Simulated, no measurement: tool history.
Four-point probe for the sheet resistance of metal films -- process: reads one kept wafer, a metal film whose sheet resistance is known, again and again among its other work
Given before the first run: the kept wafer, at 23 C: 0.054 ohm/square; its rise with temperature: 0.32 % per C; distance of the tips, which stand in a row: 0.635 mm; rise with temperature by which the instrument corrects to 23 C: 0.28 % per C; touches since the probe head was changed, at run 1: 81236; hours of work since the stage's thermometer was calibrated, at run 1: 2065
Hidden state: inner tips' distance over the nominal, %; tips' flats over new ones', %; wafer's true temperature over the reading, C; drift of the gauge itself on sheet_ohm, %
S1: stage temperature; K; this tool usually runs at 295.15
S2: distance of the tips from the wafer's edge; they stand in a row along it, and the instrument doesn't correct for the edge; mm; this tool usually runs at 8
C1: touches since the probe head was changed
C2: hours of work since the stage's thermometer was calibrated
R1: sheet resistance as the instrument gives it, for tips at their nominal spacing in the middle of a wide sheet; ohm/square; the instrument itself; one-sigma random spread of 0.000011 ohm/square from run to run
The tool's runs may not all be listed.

run,hour,S1,S2,C1,C2,R1
1,0.0,295.15,8,81236,2065,0.054006
2,72.6,295.15,8,82735,2101,0.054028
3,201.3,295.15,8,85389,2166,0.054024
4,291.6,295.15,8,87254,2211,0.054012
5,364.0,295.15,8,88747,2248,0.053997
6,464.2,295.15,8,90815,2298,0.054020
# hour 475.9: stage's thermometer calibrated
7,521.4,295.15,8,91985,23,0.053936

Run 8 has not been measured yet. What should we expect?
8,649.6,295.15,8,94630,87,?

Run 8 came out at R1 0.053985 ohm/square.
On a tool with no hidden condition, and with the same random variation, this run would have come out at R1 0.054193 ohm/square.
